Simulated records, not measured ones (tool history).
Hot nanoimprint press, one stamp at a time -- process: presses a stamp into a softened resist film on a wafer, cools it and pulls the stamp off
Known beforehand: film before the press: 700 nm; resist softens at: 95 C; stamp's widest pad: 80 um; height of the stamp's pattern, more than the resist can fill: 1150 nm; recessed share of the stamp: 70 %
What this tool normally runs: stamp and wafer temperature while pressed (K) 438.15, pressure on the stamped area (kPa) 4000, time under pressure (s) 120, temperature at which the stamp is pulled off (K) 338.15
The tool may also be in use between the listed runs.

run     day  stamp and wafer temperature while pressed (K)  pressure on the stamped area (kPa)  time under pressure (s)  temperature at which the stamp is pulled off (K)  resist left under the stamp's widest pad (angstrom)  greatest force while the stamp is pulled off (N)
  1   0.000                                         438.15                                4000                      120                                            338.15                                                 2756                                                93
  2   1.850                                         438.15                                4000                      120                                            338.15                                                 2720                                                95
      2.421  -- stamp cleaned and given a new release coat
  3   5.204                                         438.15                                4000                      120                                            338.15                                                 2734                                                94
  4   7.438                                         438.15                                4000                      120                                            338.15                                                 2716                                                95
  5   9.233                                         438.15                                5150                      120                                            338.15                                                 2400                                                91
  6  12.483                                         438.15                                4000                      120                                            338.15                                                 2712                                                92
  7  15.450                                         438.15                                4000                       78                                            338.15                                                 3205                                                91
  8  17.229                                         438.15                                4000                      120                                            338.15                                                 2724                                                94
  9  19.058                                         438.15                                4000                      120                                            338.15                                                 2724                                                96
 10  21.900                                         426.15                                6180                      146                                            331.15                                                 3333                                               102
 11  23.700                                         426.15                                6180                      146                                            331.15                                                 3260                                               102
 12  25.579                                         426.15                                6180                      146                                            344.15                                                 3284                                                86

The next listed run, before its measurement:
     27.125  -- plate thermocouple calibrated
 13  28.425                                         438.15                                6180                       83                                            344.15                                                    ?                                                 ?

{"run 13": {"resist left under the stamp's widest pad (angstrom)": 2525, "greatest force while the stamp is pulled off (N)": 88}}
Take away the tool's hidden state, keep the run-to-run variation as it was, and the same run would have given resist left under the stamp's widest pad (angstrom) 2567, greatest force while the stamp is pulled off (N) 87.

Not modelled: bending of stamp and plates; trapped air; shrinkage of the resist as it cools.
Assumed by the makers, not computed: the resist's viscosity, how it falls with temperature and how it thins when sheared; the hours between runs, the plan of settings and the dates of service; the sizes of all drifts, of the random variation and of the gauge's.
